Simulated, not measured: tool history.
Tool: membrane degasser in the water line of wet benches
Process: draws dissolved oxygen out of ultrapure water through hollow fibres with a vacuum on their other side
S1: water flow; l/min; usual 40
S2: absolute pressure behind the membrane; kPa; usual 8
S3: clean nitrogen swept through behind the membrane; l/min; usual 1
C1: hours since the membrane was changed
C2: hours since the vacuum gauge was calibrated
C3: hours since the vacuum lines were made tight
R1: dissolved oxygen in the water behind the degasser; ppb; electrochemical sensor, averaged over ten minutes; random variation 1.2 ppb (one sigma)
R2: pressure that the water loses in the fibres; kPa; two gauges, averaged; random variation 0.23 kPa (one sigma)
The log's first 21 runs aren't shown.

| run | hour | S1 | S2 | S3 | C1 | C2 | C3 | R1 | R2 |
|---|---|---|---|---|---|---|---|---|---|
| 22 | 2984.9 | 64 | 12.05 | 0.99 | 3813 | 4454 | 247 | 994.1 | 93.54 |
| 23 | 3129.2 | 62 | 12 | 0.99 | 3957 | 4598 | 391 | 964 | 91.23 |
|  | 3276.6 | vacuum gauge calibrated |
| 24 | 3319.3 | 48 | 10.03 | 1 | 4147 | 43 | 581 | 620.8 | 70.31 |
| 25 | 3448.1 | 30 | 5.09 | 2.7 | 4276 | 172 | 710 | 54.9 | 43.71 |
| 26 | 3584.4 | 40 | 8.99 | 0.85 | 4412 | 308 | 846 | 518.8 | 58.25 |
| 27 | 3689.2 | 40 | 8.99 | 0.85 | 4517 | 413 | 951 | 513.5 | 58.6 |
| 28 | 3870.6 | 26 | 14.2 | 0.54 | 4698 | 594 | 1132 | 930.5 | 38.01 |
| 29 | 4070 | 63 | 8 | 1 | 4897 | 793 | 1332 | 577.7 | 91.4 |
| 30 | 4246.7 | 43 | 9.39 | 1 | 5074 | 970 | 1508 | 516.7 | 63.02 |
| 31 | 4423.3 | 43 | 9.39 | 1 | 5251 | 1147 | 1685 | 519.2 | 62.94 |

Forecast each of these 4 alternatives for the next run:
| A | 4535 | 49 | 5.1 | 1.25 | 5362 | 1258 | 1797 | ? | ? |
| B | 4535 | 46 | 12.71 | 1 | 5362 | 1258 | 1797 | ? | ? |
| C | 4535 | 29 | 7.56 | 0.59 | 5362 | 1258 | 1797 | ? | ? |
| D | 4535 | 27 | 12.28 | 0.87 | 5362 | 1258 | 1797 | ? | ? |

| run | R1 | R2 |
|---|---|---|
| A | 178 | 71.27 |
| B | 808.5 | 67.54 |
| C | 400.9 | 42.36 |
| D | 557.7 | 39.64 |
Without the tool's hidden state the same runs would have given:
| run | R1 | R2 |
|---|---|---|
| A | 177.9 | 71.22 |
| B | 808.4 | 67.5 |
| C | 400.9 | 42.33 |
| D | 557.7 | 39.61 |
